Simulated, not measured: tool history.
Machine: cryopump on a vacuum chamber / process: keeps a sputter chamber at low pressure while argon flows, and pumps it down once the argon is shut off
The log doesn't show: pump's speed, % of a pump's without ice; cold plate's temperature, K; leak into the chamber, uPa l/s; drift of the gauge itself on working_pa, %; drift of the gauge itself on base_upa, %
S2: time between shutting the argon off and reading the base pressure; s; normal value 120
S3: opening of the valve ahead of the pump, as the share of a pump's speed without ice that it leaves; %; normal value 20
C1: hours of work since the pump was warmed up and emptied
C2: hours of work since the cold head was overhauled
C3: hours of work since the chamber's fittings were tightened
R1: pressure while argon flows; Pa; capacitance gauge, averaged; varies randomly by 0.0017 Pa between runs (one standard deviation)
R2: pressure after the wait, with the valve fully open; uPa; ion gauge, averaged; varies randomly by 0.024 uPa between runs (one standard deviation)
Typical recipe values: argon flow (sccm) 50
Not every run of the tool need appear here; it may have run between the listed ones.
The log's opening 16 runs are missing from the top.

{"hour": 1269.3, "done": "leaking fittings of the chamber tightened, without venting"}
{"run": 17, "hour": 1269.3, "argon flow (sccm)": 50, "S2": 98, "S3": 47, "C1": 722, "C2": 2590, "C3": 0, "R1": 0.1825, "R2": 1.21}
{"run": 18, "hour": 1347.2, "argon flow (sccm)": 43, "S2": 98, "S3": 54, "C1": 792, "C2": 2660, "C3": 70, "R1": 0.1408, "R2": 1.33}
{"run": 19, "hour": 1427.9, "argon flow (sccm)": 50, "S2": 167, "S3": 16, "C1": 865, "C2": 2733, "C3": 143, "R1": 0.5094, "R2": 1.1}
{"hour": 1452.1, "done": "pump warmed up, emptied and cooled again"}
{"run": 20, "hour": 1505.9, "argon flow (sccm)": 50, "S2": 85, "S3": 20, "C1": 48, "C2": 2798, "C3": 208, "R1": 0.3993, "R2": 1.58}
{"run": 21, "hour": 1575.7, "argon flow (sccm)": 50, "S2": 157, "S3": 20, "C1": 111, "C2": 2861, "C3": 271, "R1": 0.4006, "R2": 1.2}
{"run": 22, "hour": 1684.8, "argon flow (sccm)": 50, "S2": 163, "S3": 21, "C1": 209, "C2": 2959, "C3": 369, "R1": 0.3824, "R2": 1.35}
{"run": 23, "hour": 1739.1, "argon flow (sccm)": 43, "S2": 120, "S3": 28, "C1": 258, "C2": 3008, "C3": 418, "R1": 0.2476, "R2": 1.62}
{"run": 24, "hour": 1818.9, "argon flow (sccm)": 91, "S2": 95, "S3": 16, "C1": 330, "C2": 3080, "C3": 490, "R1": 0.91, "R2": 1.91}
{"run": 25, "hour": 1899.5, "argon flow (sccm)": 34, "S2": 120, "S3": 20, "C1": 402, "C2": 3152, "C3": 562, "R1": 0.2753, "R2": 1.85}
{"run": 26, "hour": 1960.7, "argon flow (sccm)": 34, "S2": 120, "S3": 20, "C1": 458, "C2": 3207, "C3": 618, "R1": 0.2781, "R2": 1.93}
{"run": 27, "hour": 2055.8, "argon flow (sccm)": 50, "S2": 136, "S3": 20, "C1": 543, "C2": 3293, "C3": 703, "R1": 0.4073, "R2": 2.06}
{"run": 28, "hour": 2149.8, "argon flow (sccm)": 58, "S2": 169, "S3": 26, "C1": 628, "C2": 3378, "C3": 788, "R1": 0.3682, "R2": 1.99}
{"run": 29, "hour": 2204.0, "argon flow (sccm)": 39, "S2": 51, "S3": 28, "C1": 676, "C2": 3426, "C3": 836, "R1": 0.231, "R2": 3.24}
{"run": 30, "hour": 2258.6, "argon flow (sccm)": 39, "S2": 26, "S3": 33, "C1": 726, "C2": 3475, "C3": 885, "R1": 0.1997, "R2": 4.83}
{"run": 31, "hour": 2340.2, "argon flow (sccm)": 39, "S2": 26, "S3": 33, "C1": 799, "C2": 3549, "C3": 959, "R1": 0.2003, "R2": 5.05}
{"hour": 2430.8, "done": "pump warmed up, emptied and cooled again"}
{"run": 32, "hour": 2446.6, "argon flow (sccm)": 39, "S2": 26, "S3": 33, "C1": 14, "C2": 3640, "C3": 1050, "R1": 0.1895, "R2": 4.79}
{"run": 33, "hour": 2556.0, "argon flow (sccm)": 28, "S2": 174, "S3": 16, "C1": 113, "C2": 3738, "C3": 1149, "R1": 0.2787, "R2": 2.38}
{"run": 34, "hour": 2605.5, "argon flow (sccm)": 30, "S2": 173, "S3": 20, "C1": 157, "C2": 3783, "C3": 1193, "R1": 0.2417, "R2": 2.6}

Here are 3 independent what-if runs from the current tool condition. What would each one return?
{"run": "A", "hour": 2718.4, "argon flow (sccm)": 49, "S2": 120, "S3": 52, "C1": 259, "C2": 3885, "C3": 1295, "R1": "?", "R2": "?"}
{"run": "B", "hour": 2718.4, "argon flow (sccm)": 34, "S2": 93, "S3": 57, "C1": 259, "C2": 3885, "C3": 1295, "R1": "?", "R2": "?"}
{"run": "C", "hour": 2718.4, "argon flow (sccm)": 35, "S2": 32, "S3": 20, "C1": 259, "C2": 3885, "C3": 1295, "R1": "?", "R2": "?"}

run=A R1=0.1554 R2=2.94
run=B R1=0.0998 R2=3.11
run=C R1=0.2827 R2=4.57
With the hidden condition removed and each run's random variation left untouched, the same runs would have given:
run=A R1=0.1479 R2=0.94
run=B R1=0.0946 R2=1.14
run=C R1=0.2773 R2=2.65
